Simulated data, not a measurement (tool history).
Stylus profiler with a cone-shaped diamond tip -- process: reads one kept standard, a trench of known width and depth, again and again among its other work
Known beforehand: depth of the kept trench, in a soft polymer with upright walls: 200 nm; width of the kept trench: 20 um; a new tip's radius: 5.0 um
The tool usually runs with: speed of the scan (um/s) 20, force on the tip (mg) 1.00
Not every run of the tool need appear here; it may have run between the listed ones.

| run | hour | speed of the scan (um/s) | force on the tip (mg) | depth of the trench (Å) | width of the trench's floor (nm) |
|---|---|---|---|---|---|
| 1 | 0.0 | 20 | 1.00 | 2010.0 | 16940 |
| 2 | 41.8 | 20 | 1.00 | 2009.0 | 16900 |
| 3 | 106.1 | 20 | 1.00 | 2009.8 | 16850 |
| 4 | 193.4 | 20 | 1.00 | 2010.7 | 16840 |
| 5 | 266.1 | 20 | 1.00 | 2010.1 | 16850 |
| 6 | 330.7 | 20 | 1.00 | 2012.3 | 16740 |
| 7 | 403.0 | 20 | 1.00 | 2011.4 | 16830 |
| 8 | 445.1 | 9 | 1.00 | 2011.8 | 16810 |
| 9 | 507.1 | 20 | 0.88 | 2009.5 | 16720 |
| 10 | 544.2 | 20 | 0.88 | 2010.9 | 16750 |
| 11 | 622.0 | 28 | 1.00 | 2013.4 | 16690 |
| 12 | 681.7 | 28 | 1.00 | 2013.1 | 16660 |
| 13 | 725.1 | 28 | 1.00 | 2012.2 | 16580 |
| 14 | 801.3 | 15 | 1.00 | 2013.3 | 16660 |
| 15 | 871.1 | 15 | 1.00 | 2012.4 | 16630 |
| 16 | 955.6 | 20 | 1.00 | 2012.9 | 16580 |
| 17 | 1026.1 | 24 | 1.00 | 2013.7 | 16570 |
| 18 | 1090.4 | 12 | 1.00 | 2014.6 | 16580 |
| 19 | 1152.9 | 20 | 1.00 | 2014.1 | 16550 |
| 20 | 1210.4 | 20 | 1.00 | 2016.2 | 16550 |
| 21 | 1275.0 | 7 | 1.00 | 2015.5 | 16600 |
| 22 | 1332.6 | 7 | 1.00 | 2016.3 | 16570 |
| 23 | 1383.0 | 20 | 1.00 | 2016.0 | 16480 |
| 24 | 1436.5 | 28 | 0.44 | 2013.9 | 16400 |
| 25 | 1503.2 | 28 | 0.44 | 2013.7 | 16300 |
|  | 1547.3 | height scale calibrated on a step standard |
| 26 | 1579.7 | 16 | 0.67 | 2015.9 | 16410 |
| 27 | 1645.7 | 16 | 0.67 | 2016.6 | 16400 |
| 28 | 1712.4 | 28 | 0.50 | 2016.2 | 16250 |
| 29 | 1776.3 | 32 | 1.06 | 2021.4 | 16290 |
| 30 | 1821.7 | 32 | 1.06 | 2019.6 | 16300 |
| 31 | 1876.3 | 32 | 1.06 | 2020.2 | 16300 |
| 32 | 1967.7 | 32 | 1.06 | 2020.3 | 16260 |
| 33 | 2018.8 | 32 | 1.06 | 2020.9 | 16240 |
| 34 | 2066.8 | 20 | 1.44 | 2023.7 | 16280 |
|  | 2079.2 | height scale calibrated on a step standard, once more |
| 35 | 2129.4 | 20 | 1.44 | 2009.2 | 16290 |
| 36 | 2171.1 | 22 | 0.63 | 2006.3 | 16190 |
| 37 | 2227.7 | 5 | 1.00 | 2008.2 | 16300 |
| 38 | 2274.3 | 6 | 0.40 | 2003.3 | 16270 |
| 39 | 2325.0 | 5 | 2.17 | 2012.8 | 16320 |
| 40 | 2411.4 | 31 | 1.91 | 2013.1 | 16110 |
| 41 | 2502.5 | 31 | 1.91 | 2012.5 | 16160 |
| 42 | 2563.7 | 31 | 1.91 | 2012.5 | 16100 |

Run 43 comes next. What will it give?
| 43 | 2637.1 | 7 | 1.13 | ? | ? |

{"run 43": {"depth of the trench (Å)": 2009.7, "width of the trench's floor (nm)": 16260}}
Had the tool carried no hidden state, the very same run would have given depth of the trench (Å) 2007.1, width of the trench's floor (nm) 17230.

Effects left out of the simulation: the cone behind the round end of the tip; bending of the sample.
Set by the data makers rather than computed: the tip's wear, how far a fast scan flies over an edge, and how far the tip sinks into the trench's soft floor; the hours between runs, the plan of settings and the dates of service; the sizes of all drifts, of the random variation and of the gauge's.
